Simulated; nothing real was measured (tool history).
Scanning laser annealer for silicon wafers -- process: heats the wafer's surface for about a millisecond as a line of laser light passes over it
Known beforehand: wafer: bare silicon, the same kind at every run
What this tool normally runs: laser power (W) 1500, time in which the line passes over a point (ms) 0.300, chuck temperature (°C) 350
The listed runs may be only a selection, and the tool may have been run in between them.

run	hour	laser power (W)	time in which the line passes over a point (ms)	chuck temperature (°C)	highest temperature of the surface (°C)
1	0.0	1500	0.300	350	1057
2	30.1	1500	0.300	350	1059
3	65.7	1500	0.300	350	1059
4	91.3	1500	0.300	350	1059
5	113.2	1500	0.300	350	1054
6	138.0	1500	0.300	350	1054
7	173.4	1452	0.300	350	1035
8	208.8	1452	0.300	350	1034
9	251.5	1452	0.300	350	1032
10	271.5	1283	0.301	382	991
11	318.6	1500	0.213	373	964
12	346.6	1322	0.305	373	1001
13	368.6	1330	0.302	310	936
14	405.3	1330	0.343	310	978
15	425.1	1337	0.295	328	948
16	451.3	1599	0.295	331	1066
17	479.7	1640	0.238	317	987
18	506.1	1305	0.249	321	875

Results per run with the tool's hidden condition removed, run-to-run variation unchanged:
The tool's hidden condition here consists of: light that passes the window, % of a clean one's; laser's true power over the reading, %; width of the line over the set one, %; drift of the gauge itself on peak_c, C.
run	highest temperature of the surface (°C)
1	1057
2	1060
3	1062
4	1062
5	1057
6	1058
7	1041
8	1041
9	1040
10	999
11	973
12	1011
13	947
14	990
15	961
16	1081
17	1002
18	889
